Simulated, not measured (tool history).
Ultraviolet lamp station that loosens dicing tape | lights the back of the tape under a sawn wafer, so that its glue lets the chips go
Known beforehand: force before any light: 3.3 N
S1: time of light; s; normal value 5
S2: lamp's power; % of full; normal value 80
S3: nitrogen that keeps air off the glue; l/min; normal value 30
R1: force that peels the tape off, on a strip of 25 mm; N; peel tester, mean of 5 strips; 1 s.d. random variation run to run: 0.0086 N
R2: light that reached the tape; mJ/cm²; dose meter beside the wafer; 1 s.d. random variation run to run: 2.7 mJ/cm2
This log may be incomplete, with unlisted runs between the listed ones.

Run 1, day 0: usual settings. Result: R1 0.368 N, R2 361 mJ/cm².
Run 2, day 0.704: usual settings. Result: R1 0.387 N, R2 358 mJ/cm².
Run 3, day 1.15: usual settings. Result: R1 0.373 N, R2 354 mJ/cm².
Run 4, day 1.858: usual settings. Result: R1 0.394 N, R2 352 mJ/cm².
Run 5, day 2.533: usual settings. Result: R1 0.381 N, R2 347 mJ/cm².
Run 6, day 2.925: usual settings. Result: R1 0.393 N, R2 346 mJ/cm².
Run 7, day 3.758: usual settings but S1 6 s. Result: R1 0.293 N, R2 413 mJ/cm².
Run 8, day 4.575: usual settings but S1 6 s. Result: R1 0.307 N, R2 407 mJ/cm².
Run 9, day 5.217: usual settings. Result: R1 0.4 N, R2 347 mJ/cm².
Run 10, day 5.842: usual settings. Result: R1 0.392 N, R2 339 mJ/cm².
Run 11, day 6.521: usual settings but S1 3 s. Result: R1 0.871 N, R2 204 mJ/cm².
Run 12, day 6.988: usual settings but S1 3 s. Result: R1 0.783 N, R2 201 mJ/cm².
Run 13, day 7.483: usual settings but S1 3 s. Result: R1 0.823 N, R2 203 mJ/cm².
Run 14, day 7.988: usual settings but S1 3 s. Result: R1 0.817 N, R2 204 mJ/cm².
Run 15, day 8.529: usual settings but S1 3 s. Result: R1 0.841 N, R2 200 mJ/cm².
Run 16, day 8.958: usual settings but S2 62 % of full. Result: R1 0.609 N, R2 252 mJ/cm².
Run 17, day 9.333: usual settings but S3 14 l/min. Result: R1 0.59 N, R2 327 mJ/cm².
Run 18, day 10.096: usual settings. Result: R1 0.442 N, R2 328 mJ/cm².
Run 19, day 10.542: usual settings. Result: R1 0.425 N, R2 322 mJ/cm².
Run 20, day 11.238: usual settings. Result: R1 0.433 N, R2 321 mJ/cm².
Run 21, day 11.817: usual settings. Result: R1 0.414 N, R2 319 mJ/cm².
Run 22, day 12.575: usual settings. Result: R1 0.431 N, R2 316 mJ/cm².
Run 23, day 13.108: usual settings. Result: R1 0.443 N, R2 314 mJ/cm².
At day 13.204: window cleaned of glue's vapour.
Run 24, day 13.871: usual settings. Result: R1 0.401 N, R2 334 mJ/cm².
Run 25, day 14.679: usual settings but S3 47 l/min. Result: R1 0.356 N, R2 332 mJ/cm².
Run 26, day 15.292: usual settings but S3 47 l/min. Result: R1 0.358 N, R2 331 mJ/cm².
Run 27, day 15.762: usual settings but S1 7 s, S2 92 % of full. Result: R1 0.236 N, R2 532 mJ/cm².
Run 28, day 16.117: usual settings but S1 10 s, S2 92 % of full, S3 42 l/min. Result: R1 0.186 N, R2 760 mJ/cm².
Run 29, day 16.496: usual settings but S1 3 s, S2 79 % of full, S3 40 l/min. Result: R1 0.775 N, R2 195 mJ/cm².
Run 30, day 17.254: usual settings but S1 3 s, S2 79 % of full, S3 40 l/min. Result: R1 0.808 N, R2 195 mJ/cm².
Run 31, day 17.733: usual settings but S1 3 s, S2 79 % of full, S3 40 l/min. Result: R1 0.817 N, R2 193 mJ/cm².
Run 32, day 18.554: usual settings but S2 64 % of full, S3 10 l/min. Result: R1 0.933 N, R2 257 mJ/cm².
Run 33, day 18.912: usual settings but S1 7 s, S3 27 l/min. Result: R1 0.276 N, R2 449 mJ/cm².
Run 34, day 19.446: usual settings but S1 7 s, S2 83 % of full, S3 54 l/min. Result: R1 0.235 N, R2 461 mJ/cm².
Run 35, day 19.808: usual settings but S1 7 s, S2 83 % of full, S3 54 l/min. Result: R1 0.245 N, R2 461 mJ/cm².
Run 36, day 20.342: usual settings but S1 3 s, S2 81 % of full, S3 11 l/min. Result: R1 1.192 N, R2 190 mJ/cm².
Run 37, day 20.992: usual settings but S1 9 s, S2 81 % of full, S3 10 l/min. Result: R1 0.308 N, R2 579 mJ/cm².
Run 38, day 21.692: usual settings but S1 9 s, S2 81 % of full, S3 10 l/min. Result: R1 0.329 N, R2 570 mJ/cm².
Run 39, day 22.258: usual settings but S1 9 s, S2 81 % of full, S3 10 l/min. Result: R1 0.313 N, R2 564 mJ/cm².
Run 40, day 22.758: usual settings but S1 7 s, S2 81 % of full, S3 10 l/min. Result: R1 0.459 N, R2 437 mJ/cm².
Run 41, day 23.342: usual settings but S1 6 s. Result: R1 0.359 N, R2 370 mJ/cm².
Run 42, day 24.033: usual settings but S1 9 s, S2 72 % of full, S3 51 l/min. Result: R1 0.231 N, R2 491 mJ/cm².
Run 43, day 24.762: usual settings but S1 3 s, S2 97 % of full, S3 52 l/min. Result: R1 0.618 N, R2 223 mJ/cm².
Run 44, day 25.354: usual settings but S1 2 s, S2 73 % of full, S3 9 l/min. Result: R1 1.899 N, R2 109 mJ/cm².

Below are 3 alternative next runs, each starting from the tool's condition after run 44. Predict each:
Run A, day 26.171: usual settings but S2 75 % of full. Result: R1 ?, R2 ?.
Run B, day 26.171: usual settings but S1 2 s, S2 86 % of full, S3 20 l/min. Result: R1 ?, R2 ?.
Run C, day 26.171: usual settings but S1 8 s, S2 73 % of full, S3 13 l/min. Result: R1 ?, R2 ?.

run     R1   R2
  A  0.532  277
  B  1.456  127
  C  0.412  432
What these runs would have given with no unlogged condition in the tool:
run     R1   R2
  A  0.382  347
  B  1.197  160
  C  0.302  541
